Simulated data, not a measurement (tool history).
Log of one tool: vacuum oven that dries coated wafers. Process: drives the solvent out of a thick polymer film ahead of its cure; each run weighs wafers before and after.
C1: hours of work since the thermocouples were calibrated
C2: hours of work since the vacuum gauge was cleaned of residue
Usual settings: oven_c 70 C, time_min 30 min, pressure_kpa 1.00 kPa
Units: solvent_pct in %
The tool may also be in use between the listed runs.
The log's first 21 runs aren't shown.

{"run": 22, "day": 16.338, "oven_c": 70, "time_min": 30, "pressure_kpa": 1.0, "C1": 109, "C2": 719, "solvent_pct": 2.42}
{"run": 23, "day": 17.021, "oven_c": 70, "time_min": 30, "pressure_kpa": 1.0, "C1": 118, "C2": 728, "solvent_pct": 2.31}
{"run": 24, "day": 17.646, "oven_c": 70, "time_min": 30, "pressure_kpa": 1.0, "C1": 126, "C2": 736, "solvent_pct": 2.47}
{"run": 25, "day": 18.2, "oven_c": 70, "time_min": 30, "pressure_kpa": 1.0, "C1": 133, "C2": 743, "solvent_pct": 2.41}
{"run": 26, "day": 18.683, "oven_c": 70, "time_min": 26, "pressure_kpa": 3.71, "C1": 139, "C2": 749, "solvent_pct": 3.91}
{"run": 27, "day": 19.667, "oven_c": 70, "time_min": 26, "pressure_kpa": 3.71, "C1": 152, "C2": 761, "solvent_pct": 3.74}
{"day": 19.8, "done": "vacuum gauge cleaned of residue and calibrated"}
{"run": 28, "day": 20.592, "oven_c": 72, "time_min": 16, "pressure_kpa": 1.71, "C1": 163, "C2": 10, "solvent_pct": 4.39}
{"run": 29, "day": 21.346, "oven_c": 70, "time_min": 29, "pressure_kpa": 1.93, "C1": 172, "C2": 20, "solvent_pct": 2.97}
{"run": 30, "day": 21.804, "oven_c": 84, "time_min": 34, "pressure_kpa": 0.87, "C1": 178, "C2": 26, "solvent_pct": 0.56}
{"run": 31, "day": 22.671, "oven_c": 71, "time_min": 30, "pressure_kpa": 1.0, "C1": 189, "C2": 37, "solvent_pct": 2.3}
{"run": 32, "day": 23.383, "oven_c": 71, "time_min": 30, "pressure_kpa": 1.0, "C1": 198, "C2": 46, "solvent_pct": 2.27}
{"run": 33, "day": 24.025, "oven_c": 71, "time_min": 30, "pressure_kpa": 1.0, "C1": 206, "C2": 54, "solvent_pct": 2.4}
{"run": 34, "day": 24.525, "oven_c": 64, "time_min": 24, "pressure_kpa": 3.03, "C1": 213, "C2": 60, "solvent_pct": 5.54}
{"run": 35, "day": 25.462, "oven_c": 64, "time_min": 24, "pressure_kpa": 3.03, "C1": 225, "C2": 72, "solvent_pct": 5.54}
{"run": 36, "day": 26.058, "oven_c": 64, "time_min": 24, "pressure_kpa": 3.03, "C1": 232, "C2": 80, "solvent_pct": 5.68}
{"day": 26.525, "done": "vacuum gauge cleaned of residue and calibrated, once more"}
{"run": 37, "day": 26.608, "oven_c": 64, "time_min": 24, "pressure_kpa": 3.03, "C1": 238, "C2": 1, "solvent_pct": 5.28}
{"run": 38, "day": 27.462, "oven_c": 70, "time_min": 30, "pressure_kpa": 0.64, "C1": 249, "C2": 12, "solvent_pct": 2.3}
{"run": 39, "day": 27.967, "oven_c": 70, "time_min": 30, "pressure_kpa": 0.64, "C1": 256, "C2": 18, "solvent_pct": 2.24}
{"run": 40, "day": 29.029, "oven_c": 64, "time_min": 24, "pressure_kpa": 0.64, "C1": 269, "C2": 32, "solvent_pct": 4.4}
{"run": 41, "day": 29.704, "oven_c": 64, "time_min": 24, "pressure_kpa": 1.75, "C1": 278, "C2": 40, "solvent_pct": 4.77}
{"run": 42, "day": 30.154, "oven_c": 82, "time_min": 36, "pressure_kpa": 3.52, "C1": 284, "C2": 46, "solvent_pct": 1.14}
{"run": 43, "day": 31.079, "oven_c": 65, "time_min": 24, "pressure_kpa": 3.38, "C1": 295, "C2": 58, "solvent_pct": 5.32}
{"run": 44, "day": 32.004, "oven_c": 70, "time_min": 30, "pressure_kpa": 0.64, "C1": 307, "C2": 70, "solvent_pct": 2.34}

Forecast run 45:
{"run": 45, "day": 32.646, "oven_c": 56, "time_min": 19, "pressure_kpa": 3.53, "C1": 315, "C2": 78, "solvent_pct": "?"}

solvent_pct: 8.08 %
Without the tool's hidden state the same run would have given solvent_pct 7.89 %.
